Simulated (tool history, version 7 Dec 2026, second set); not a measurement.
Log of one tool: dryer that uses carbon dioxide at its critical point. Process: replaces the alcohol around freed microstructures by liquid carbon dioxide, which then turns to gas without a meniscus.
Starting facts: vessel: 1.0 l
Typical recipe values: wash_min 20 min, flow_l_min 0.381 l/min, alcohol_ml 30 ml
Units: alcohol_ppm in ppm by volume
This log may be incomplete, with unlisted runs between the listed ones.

run	hour	wash_min	flow_l_min	alcohol_ml	alcohol_ppm
1	0	20	0.381	30	60
2	5.8	20	0.507	30	17
3	13.1	14	0.507	30	83
4	21.8	14	0.507	30	94
5	31.5	17	0.381	30	134
6	35.6	20	0.364	30	76
7	44.7	20	0.364	30	72
8	52.9	20	0.364	30	73
9	57.6	20	0.364	30	79
10	65.6	20	0.364	30	82
11	70.5	20	0.253	30	454
12	75.5	20	0.253	30	442
13	85.2	20	0.253	30	446
14	90.9	20	0.253	30	469
15	100.5	20	0.381	26	65
16	110.4	27	0.519	37	6
17	118	27	0.519	37	17
18	126	27	0.519	37	10
19	135.7	18	0.381	30	127
20	140.8	18	0.485	22	37
# hour 145.5: inlet filter changed
21	148.6	19	0.381	25	47
22	153.5	19	0.381	25	65
23	162.4	19	0.342	25	95
24	166.7	19	0.342	25	89
25	173.9	27	0.381	45	7
26	178.3	16	0.549	46	38
27	182.4	15	0.381	30	200

Had the tool no unlogged condition, and each run kept its random variation, what would the results have been?
Unlogged tool condition in this case: flow that reaches the vessel past the clogged filter, %; alcohol in the recycled carbon dioxide, ppm; drift of the gauge itself on alcohol_ppm, %.
run	alcohol_ppm
1	41
2	10
3	54
4	62
5	88
6	47
7	41
8	40
9	46
10	47
11	309
12	298
13	293
14	309
15	34
16	0
17	10
18	3
19	61
20	17
21	38
22	54
23	81
24	75
25	0
26	27
27	174
